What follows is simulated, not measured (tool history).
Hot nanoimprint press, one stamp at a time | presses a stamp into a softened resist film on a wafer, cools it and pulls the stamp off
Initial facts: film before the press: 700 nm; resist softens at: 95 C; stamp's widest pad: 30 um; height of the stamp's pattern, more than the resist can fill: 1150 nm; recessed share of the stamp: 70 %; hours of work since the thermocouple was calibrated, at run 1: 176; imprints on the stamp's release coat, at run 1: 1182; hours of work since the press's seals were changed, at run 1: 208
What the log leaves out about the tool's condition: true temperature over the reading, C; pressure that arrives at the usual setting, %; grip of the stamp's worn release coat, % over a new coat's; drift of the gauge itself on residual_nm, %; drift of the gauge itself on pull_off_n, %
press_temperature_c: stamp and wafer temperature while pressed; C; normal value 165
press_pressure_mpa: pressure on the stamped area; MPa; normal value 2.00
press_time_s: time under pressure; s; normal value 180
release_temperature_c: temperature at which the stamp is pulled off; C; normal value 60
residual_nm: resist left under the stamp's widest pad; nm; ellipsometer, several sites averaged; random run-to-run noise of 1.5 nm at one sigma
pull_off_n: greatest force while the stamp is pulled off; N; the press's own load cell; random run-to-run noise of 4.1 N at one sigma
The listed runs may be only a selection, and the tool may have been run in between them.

run	hour	press_temperature_c	press_pressure_mpa	press_time_s	release_temperature_c	hours of work since the thermocouple was calibrated	imprints on the stamp's release coat	hours of work since the press's seals were changed	residual_nm	pull_off_n
1	0.0	165	2.00	180	60	176	1182	208	283.3	200
2	36.8	165	2.00	239	60	194	1319	226	254.6	193
3	59.5	165	2.00	239	60	205	1404	237	258.2	206
4	95.6	165	2.04	180	60	222	1539	254	278.0	204
# hour 132.4: stamp cleaned and given a new release coat
5	132.8	165	2.04	180	60	237	1	270	280.0	199
6	162.4	165	2.04	180	60	252	111	284	277.5	196
7	196.4	165	2.04	180	60	268	238	300	280.8	200
8	230.0	165	2.04	180	60	284	364	317	280.3	199
9	273.3	165	2.04	180	60	305	526	338	281.6	192
10	302.7	165	2.04	180	60	320	635	352	280.7	197
11	333.8	165	2.00	185	60	335	752	367	278.4	196
12	367.6	165	2.00	116	60	351	878	383	329.1	192
13	397.1	165	2.00	116	60	365	988	398	331.9	197
14	435.5	165	2.00	116	60	384	1131	416	330.1	197
15	466.3	165	2.00	116	60	399	1246	431	332.4	191
16	513.2	165	2.09	180	68	422	1421	454	277.4	158
17	567.8	165	1.45	127	60	448	1625	480	374.1	195
# hour 583.0: stamp cleaned and given a new release coat
18	628.0	160	2.00	253	65	474	168	507	318.6	169
# hour 656.6: press's hydraulic seals changed and the load cell set to zero
19	673.1	160	2.00	253	65	492	307	8	316.4	170
20	698.8	160	2.00	253	65	505	403	20	317.8	171
21	752.0	165	2.75	180	66	531	602	46	239.3	166

Run 22 is up next; what results do you expect?
# hour 769.3: plate thermocouple calibrated
22	800.8	165	2.75	180	66	15	773	68	?	?

{"run 22": {"residual_nm": 235.7, "pull_off_n": 164}}
Take away the tool's hidden state, keep the run-to-run variation as it was, and the same run would have given residual_nm 235.7 nm, pull_off_n 164 N.

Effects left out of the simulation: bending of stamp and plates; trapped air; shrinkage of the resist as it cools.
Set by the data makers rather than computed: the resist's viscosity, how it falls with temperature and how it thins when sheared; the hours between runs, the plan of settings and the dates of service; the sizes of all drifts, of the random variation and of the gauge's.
